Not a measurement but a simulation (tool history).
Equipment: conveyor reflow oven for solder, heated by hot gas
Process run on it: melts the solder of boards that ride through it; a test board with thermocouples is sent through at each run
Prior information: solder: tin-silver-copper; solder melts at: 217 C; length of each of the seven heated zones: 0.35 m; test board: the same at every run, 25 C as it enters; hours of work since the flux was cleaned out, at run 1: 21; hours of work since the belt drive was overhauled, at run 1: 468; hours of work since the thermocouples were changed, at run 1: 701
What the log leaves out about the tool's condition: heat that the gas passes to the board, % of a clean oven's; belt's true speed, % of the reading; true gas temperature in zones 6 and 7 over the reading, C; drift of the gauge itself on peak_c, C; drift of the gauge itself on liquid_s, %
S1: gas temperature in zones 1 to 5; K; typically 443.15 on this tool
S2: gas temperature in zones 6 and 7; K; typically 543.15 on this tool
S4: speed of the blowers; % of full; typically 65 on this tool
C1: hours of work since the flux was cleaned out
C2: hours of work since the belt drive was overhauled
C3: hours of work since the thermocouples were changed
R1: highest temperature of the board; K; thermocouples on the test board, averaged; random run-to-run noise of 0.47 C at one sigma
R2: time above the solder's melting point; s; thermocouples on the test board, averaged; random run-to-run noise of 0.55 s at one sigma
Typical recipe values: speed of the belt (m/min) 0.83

run 1 day=0 | S1=443.15 S2=543.15 speed_of_the_belt_(m/min)=0.83 S4=65 | C1=21 C2=468 C3=701 | R1=522.85 R2=35.9
run 2 day=1.025 | S1=443.15 S2=543.15 speed_of_the_belt_(m/min)=0.83 S4=65 | C1=37 C2=484 C3=718 | R1=523.45 R2=35.3
run 3 day=1.517 | S1=443.15 S2=543.15 speed_of_the_belt_(m/min)=0.83 S4=59 | C1=45 C2=492 C3=725 | R1=521.85 R2=35
run 4 day=2.279 | S1=443.15 S2=543.15 speed_of_the_belt_(m/min)=0.83 S4=84 | C1=57 C2=504 C3=738 | R1=525.05 R2=36.9
run 5 day=2.962 | S1=443.15 S2=543.15 speed_of_the_belt_(m/min)=0.83 S4=84 | C1=68 C2=515 C3=749 | R1=526.15 R2=37.5
run 6 day=3.888 | S1=443.15 S2=543.15 speed_of_the_belt_(m/min)=0.862 S4=65 | C1=82 C2=530 C3=763 | R1=521.55 R2=32.8
run 7 day=4.792 | S1=449.15 S2=543.15 speed_of_the_belt_(m/min)=0.862 S4=65 | C1=97 C2=544 C3=778 | R1=522.65 R2=35.9
run 8 day=5.5 | S1=449.15 S2=543.15 speed_of_the_belt_(m/min)=0.925 S4=65 | C1=108 C2=555 C3=789 | R1=520.15 R2=31.8
run 9 day=5.992 | S1=449.15 S2=543.15 speed_of_the_belt_(m/min)=0.925 S4=65 | C1=116 C2=563 C3=797 | R1=519.75 R2=31.5
run 10 day=7.054 | S1=449.15 S2=543.15 speed_of_the_belt_(m/min)=0.925 S4=65 | C1=133 C2=580 C3=814 | R1=519.95 R2=30.3
run 11 day=7.796 | S1=449.15 S2=543.15 speed_of_the_belt_(m/min)=0.925 S4=65 | C1=145 C2=592 C3=825 | R1=519.45 R2=31
run 12 day=8.417 | S1=446.15 S2=543.15 speed_of_the_belt_(m/min)=0.83 S4=65 | C1=155 C2=602 C3=835 | R1=522.95 R2=36.4
run 13 day=9.479 | S1=446.15 S2=543.15 speed_of_the_belt_(m/min)=0.83 S4=65 | C1=172 C2=619 C3=852 | R1=521.35 R2=35.7
run 14 day=10.129 | S1=446.15 S2=543.15 speed_of_the_belt_(m/min)=0.83 S4=65 | C1=182 C2=629 C3=863 | R1=521.45 R2=36.3
run 15 day=10.875 | S1=446.15 S2=543.15 speed_of_the_belt_(m/min)=0.83 S4=65 | C1=194 C2=641 C3=875 | R1=522.35 R2=35.3
run 16 day=11.888 | S1=450.15 S2=553.15 speed_of_the_belt_(m/min)=0.69 S4=78 | C1=210 C2=657 C3=891 | R1=539.85 R2=53.3
run 17 day=12.625 | S1=457.15 S2=550.15 speed_of_the_belt_(m/min)=0.69 S4=53 | C1=222 C2=669 C3=902 | R1=534.05 R2=52.4
run 18 day=13.708 | S1=458.15 S2=543.15 speed_of_the_belt_(m/min)=0.83 S4=88 | C1=239 C2=686 C3=920 | R1=527.95 R2=41.8
run 19 day=14.796 | S1=458.15 S2=543.15 speed_of_the_belt_(m/min)=0.83 S4=88 | C1=256 C2=703 C3=937 | R1=527.05 R2=41.9
run 20 day=15.467 | S1=443.15 S2=543.15 speed_of_the_belt_(m/min)=0.83 S4=60 | C1=267 C2=714 C3=948 | R1=519.95 R2=33.5
run 21 day=16.325 | S1=443.15 S2=543.15 speed_of_the_belt_(m/min)=0.83 S4=60 | C1=281 C2=728 C3=961 | R1=519.55 R2=33.5
run 22 day=17.025 | S1=447.15 S2=543.15 speed_of_the_belt_(m/min)=0.767 S4=61 | C1=292 C2=739 C3=973 | R1=522.45 R2=40
run 23 day=17.55 | S1=443.15 S2=541.15 speed_of_the_belt_(m/min)=0.761 S4=76 | C1=300 C2=747 C3=981 | R1=523.25 R2=38.7
run 24 day=18.262 | S1=443.15 S2=541.15 speed_of_the_belt_(m/min)=0.761 S4=76 | C1=311 C2=759 C3=992 | R1=524.05 R2=39.7
run 25 day=18.838 | S1=443.15 S2=541.15 speed_of_the_belt_(m/min)=0.761 S4=76 | C1=321 C2=768 C3=1001 | R1=522.75 R2=39.9
run 26 day=19.538 | S1=443.15 S2=541.15 speed_of_the_belt_(m/min)=0.761 S4=76 | C1=332 C2=779 C3=1013 | R1=522.45 R2=38.8
run 27 day=20.196 | S1=443.15 S2=543.15 speed_of_the_belt_(m/min)=0.941 S4=76 | C1=342 C2=789 C3=1023 | R1=517.25 R2=26.9
run 28 day=21.267 | S1=443.15 S2=538.15 speed_of_the_belt_(m/min)=0.845 S4=65 | C1=359 C2=806 C3=1040 | R1=514.25 R2=29
run 29 day=22.192 | S1=443.15 S2=538.15 speed_of_the_belt_(m/min)=0.845 S4=65 | C1=374 C2=821 C3=1055 | R1=514.75 R2=28.5
run 30 day=23.088 | S1=452.15 S2=557.15 speed_of_the_belt_(m/min)=0.745 S4=73 | C1=388 C2=835 C3=1069 | R1=538.05 R2=49.2

For some of the steps in R1 from one run to the next: how much would appear even if the tool had no hidden state, given the settings, what came in and random variation, and how much remains for the hidden state plus any gauge scatter that the measured result and the result without hidden state don't share?
Run 15 -> 16: S1 446.15 -> 450.15, S2 543.15 -> 553.15, speed of the belt (m/min) 0.83 -> 0.69, S4 65 -> 78. R1 +17.5 K: hidden state +0.1, all else +17.4.
Run 17 -> 18: S1 457.15 -> 458.15, S2 550.15 -> 543.15, speed of the belt (m/min) 0.69 -> 0.83, S4 53 -> 88. R1 -6.1 K: hidden state -0.7, all else -5.4.
Run 19 -> 20: S1 458.15 -> 443.15, S4 88 -> 60. R1 -7.1 K: hidden state -0.3, all else -6.8.
Run 26 -> 27: S2 541.15 -> 543.15, speed of the belt (m/min) 0.761 -> 0.941. R1 -5.2 K: hidden state -1, all else -4.2.
Run 27 -> 28: S2 543.15 -> 538.15, speed of the belt (m/min) 0.941 -> 0.845, S4 76 -> 65. R1 -3 K: hidden state +0.5, all else -3.5.
Run 29 -> 30: S1 443.15 -> 452.15, S2 538.15 -> 557.15, speed of the belt (m/min) 0.845 -> 0.745, S4 65 -> 73. R1 +23.3 K: hidden state +0, all else +23.3.

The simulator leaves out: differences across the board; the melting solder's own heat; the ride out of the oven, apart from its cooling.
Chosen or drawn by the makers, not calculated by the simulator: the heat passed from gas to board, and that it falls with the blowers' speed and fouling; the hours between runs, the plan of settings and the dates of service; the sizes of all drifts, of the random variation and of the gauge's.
